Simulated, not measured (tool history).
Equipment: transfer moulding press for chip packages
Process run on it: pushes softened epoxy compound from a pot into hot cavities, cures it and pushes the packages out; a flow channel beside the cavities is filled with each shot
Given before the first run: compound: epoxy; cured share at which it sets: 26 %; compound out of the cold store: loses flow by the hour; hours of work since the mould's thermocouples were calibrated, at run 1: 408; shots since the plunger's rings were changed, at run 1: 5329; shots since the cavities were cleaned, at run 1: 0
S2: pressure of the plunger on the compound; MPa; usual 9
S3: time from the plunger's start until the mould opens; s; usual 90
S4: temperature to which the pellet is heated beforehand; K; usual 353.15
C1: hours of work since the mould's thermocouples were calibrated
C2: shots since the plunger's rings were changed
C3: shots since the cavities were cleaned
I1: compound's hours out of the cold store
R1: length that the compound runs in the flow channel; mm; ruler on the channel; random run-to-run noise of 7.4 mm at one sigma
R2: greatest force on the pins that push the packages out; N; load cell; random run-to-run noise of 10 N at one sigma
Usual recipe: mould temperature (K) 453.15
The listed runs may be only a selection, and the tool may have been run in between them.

{"run": 1, "hour": 0.0, "mould temperature (K)": 453.15, "S2": 9, "S3": 90, "S4": 353.15, "C1": 408, "C2": 5329, "C3": 0, "I1": 38.9, "R1": 714, "R2": 478}
{"run": 2, "hour": 18.6, "mould temperature (K)": 453.15, "S2": 9, "S3": 90, "S4": 353.15, "C1": 420, "C2": 5590, "C3": 261, "I1": 31.3, "R1": 719, "R2": 649}
{"run": 3, "hour": 29.1, "mould temperature (K)": 458.15, "S2": 9, "S3": 90, "S4": 353.15, "C1": 427, "C2": 5737, "C3": 408, "I1": 25.6, "R1": 718, "R2": 646}
{"hour": 32.8, "done": "cavities cleaned with cleaning compound and waxed"}
{"run": 4, "hour": 44.7, "mould temperature (K)": 453.15, "S2": 9, "S3": 90, "S4": 345.15, "C1": 437, "C2": 5936, "C3": 168, "I1": 9.3, "R1": 770, "R2": 614}
{"run": 5, "hour": 61.1, "mould temperature (K)": 453.15, "S2": 9, "S3": 90, "S4": 345.15, "C1": 448, "C2": 6166, "C3": 398, "I1": 47, "R1": 685, "R2": 711}
{"hour": 65.5, "done": "cavities cleaned with cleaning compound and waxed"}
{"run": 6, "hour": 78.0, "mould temperature (K)": 453.15, "S2": 8.76, "S3": 90, "S4": 353.15, "C1": 458, "C2": 6381, "C3": 174, "I1": 24.7, "R1": 721, "R2": 588}
{"run": 7, "hour": 96.1, "mould temperature (K)": 453.15, "S2": 8.76, "S3": 112, "S4": 353.15, "C1": 470, "C2": 6636, "C3": 429, "I1": 36.8, "R1": 690, "R2": 616}
{"hour": 98.7, "done": "cavities cleaned with cleaning compound and waxed"}
{"run": 8, "hour": 113.2, "mould temperature (K)": 453.15, "S2": 9, "S3": 90, "S4": 353.15, "C1": 481, "C2": 6855, "C3": 203, "I1": 45.1, "R1": 677, "R2": 601}
{"run": 9, "hour": 123.0, "mould temperature (K)": 453.15, "S2": 9, "S3": 90, "S4": 353.15, "C1": 487, "C2": 6993, "C3": 341, "I1": 12.9, "R1": 742, "R2": 680}
{"hour": 126.2, "done": "mould's thermocouples calibrated"}
{"hour": 128.7, "done": "plunger's sealing rings changed"}
{"hour": 135.9, "done": "cavities cleaned with cleaning compound and waxed"}
{"run": 10, "hour": 139.7, "mould temperature (K)": 449.15, "S2": 9, "S3": 90, "S4": 353.15, "C1": 6, "C2": 134, "C3": 53, "I1": 10.7, "R1": 872, "R2": 650}
{"run": 11, "hour": 150.8, "mould temperature (K)": 449.15, "S2": 9, "S3": 93, "S4": 353.15, "C1": 14, "C2": 289, "C3": 208, "I1": 19.5, "R1": 849, "R2": 677}
{"hour": 169.9, "done": "cavities cleaned with cleaning compound and waxed"}
{"hour": 173.1, "done": "mould's thermocouples calibrated, once more"}
{"run": 12, "hour": 173.1, "mould temperature (K)": 453.15, "S2": 9.2, "S3": 90, "S4": 353.15, "C1": 0, "C2": 553, "C3": 17, "I1": 10.3, "R1": 876, "R2": 542}
{"run": 13, "hour": 188.9, "mould temperature (K)": 453.15, "S2": 9, "S3": 90, "S4": 353.15, "C1": 11, "C2": 775, "C3": 239, "I1": 32, "R1": 811, "R2": 646}
{"run": 14, "hour": 198.9, "mould temperature (K)": 453.15, "S2": 9, "S3": 90, "S4": 353.15, "C1": 17, "C2": 915, "C3": 379, "I1": 33.7, "R1": 805, "R2": 719}
{"hour": 205.3, "done": "cavities cleaned with cleaning compound and waxed"}
{"run": 15, "hour": 219.7, "mould temperature (K)": 458.15, "S2": 9, "S3": 80, "S4": 353.15, "C1": 30, "C2": 1186, "C3": 202, "I1": 29.7, "R1": 777, "R2": 578}
{"hour": 238.2, "done": "cavities cleaned with cleaning compound and waxed"}
{"run": 16, "hour": 241.8, "mould temperature (K)": 458.15, "S2": 9.73, "S3": 79, "S4": 353.15, "C1": 44, "C2": 1476, "C3": 51, "I1": 37.8, "R1": 793, "R2": 478}
{"run": 17, "hour": 260.1, "mould temperature (K)": 458.15, "S2": 9.73, "S3": 115, "S4": 353.15, "C1": 56, "C2": 1733, "C3": 308, "I1": 46.9, "R1": 775, "R2": 564}
{"hour": 270.8, "done": "cavities cleaned with cleaning compound and waxed"}
{"run": 18, "hour": 279.4, "mould temperature (K)": 453.15, "S2": 7.73, "S3": 122, "S4": 345.15, "C1": 68, "C2": 1982, "C3": 120, "I1": 32.4, "R1": 723, "R2": 499}
{"run": 19, "hour": 295.3, "mould temperature (K)": 453.15, "S2": 9.11, "S3": 90, "S4": 355.15, "C1": 79, "C2": 2206, "C3": 344, "I1": 14.7, "R1": 817, "R2": 713}
{"hour": 304.3, "done": "cavities cleaned with cleaning compound and waxed"}
{"run": 20, "hour": 310.9, "mould temperature (K)": 453.15, "S2": 9.11, "S3": 90, "S4": 355.15, "C1": 89, "C2": 2404, "C3": 94, "I1": 33.8, "R1": 776, "R2": 533}
{"run": 21, "hour": 330.0, "mould temperature (K)": 450.15, "S2": 9, "S3": 96, "S4": 347.15, "C1": 101, "C2": 2672, "C3": 362, "I1": 30.1, "R1": 792, "R2": 747}
{"hour": 336.8, "done": "cavities cleaned with cleaning compound and waxed"}
{"run": 22, "hour": 344.4, "mould temperature (K)": 454.15, "S2": 9.1, "S3": 90, "S4": 353.15, "C1": 110, "C2": 2852, "C3": 106, "I1": 10.4, "R1": 822, "R2": 527}
{"run": 23, "hour": 353.5, "mould temperature (K)": 454.15, "S2": 9.1, "S3": 90, "S4": 353.15, "C1": 116, "C2": 2980, "C3": 234, "I1": 44.4, "R1": 746, "R2": 602}
{"hour": 369.3, "done": "cavities cleaned with cleaning compound and waxed"}
{"run": 24, "hour": 369.3, "mould temperature (K)": 453.15, "S2": 9.15, "S3": 76, "S4": 353.15, "C1": 126, "C2": 3181, "C3": 0, "I1": 43.2, "R1": 748, "R2": 649}
{"run": 25, "hour": 388.0, "mould temperature (K)": 460.15, "S2": 9.34, "S3": 110, "S4": 358.15, "C1": 138, "C2": 3443, "C3": 262, "I1": 38.8, "R1": 744, "R2": 548}

Below are 4 alternative next runs, each starting from the tool's condition after run 25. Predict each:
{"run": "A", "hour": 399.7, "mould temperature (K)": 447.15, "S2": 9, "S3": 90, "S4": 359.15, "C1": 146, "C2": 3607, "C3": 426, "I1": 18.7, "R1": "?", "R2": "?"}
{"run": "B", "hour": 399.7, "mould temperature (K)": 455.15, "S2": 9, "S3": 94, "S4": 353.15, "C1": 146, "C2": 3607, "C3": 426, "I1": 17.5, "R1": "?", "R2": "?"}
{"run": "C", "hour": 399.7, "mould temperature (K)": 453.15, "S2": 9, "S3": 107, "S4": 353.15, "C1": 146, "C2": 3607, "C3": 426, "I1": 31.4, "R1": "?", "R2": "?"}
{"run": "D", "hour": 399.7, "mould temperature (K)": 452.15, "S2": 9, "S3": 90, "S4": 353.15, "C1": 146, "C2": 3607, "C3": 426, "I1": 29.4, "R1": "?", "R2": "?"}

run=A R1=819 R2=1069
run=B R1=778 R2=669
run=C R1=760 R2=640
run=D R1=758 R2=756
With no hidden state in the tool, these same runs would have given:
run=A R1=880 R2=700
run=B R1=837 R2=439
run=C R1=817 R2=422
run=D R1=815 R2=497
